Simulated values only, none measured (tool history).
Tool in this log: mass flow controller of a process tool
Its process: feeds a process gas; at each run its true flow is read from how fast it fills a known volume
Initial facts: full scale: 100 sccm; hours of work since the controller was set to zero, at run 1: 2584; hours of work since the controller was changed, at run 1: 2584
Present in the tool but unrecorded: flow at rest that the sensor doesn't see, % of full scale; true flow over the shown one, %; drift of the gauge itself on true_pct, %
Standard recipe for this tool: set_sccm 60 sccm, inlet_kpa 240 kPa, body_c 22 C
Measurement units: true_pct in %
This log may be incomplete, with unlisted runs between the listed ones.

run	hour	set_sccm	inlet_kpa	body_c	hours of work since the controller was set to zero	hours of work since the controller was changed	true_pct
1	0	60	240	22	2584	2584	99.94
2	92.9	60	240	22	2657	2657	99.89
3	160.5	60	240	22	2711	2711	100.07
4	307.3	60	240	29	2827	2827	100.49
5	392.5	58	240	29	2895	2895	100.53
6	501.6	58	240	29	2981	2981	100.65
7	603.5	17	240	36	3062	3062	100.82
8	709.7	59	203	21	3146	3146	100.26
9	806.1	64	240	23	3222	3222	100.61
10	891.3	60	240	29	3290	3290	100.76

The next listed run, before its measurement:
11	1032	23	204	22	3401	3401	?

Run 11 gave true_pct 100.37 %.
With the hidden condition absent and the run-to-run variation left alone, this run would have shown true_pct 99.54 %.
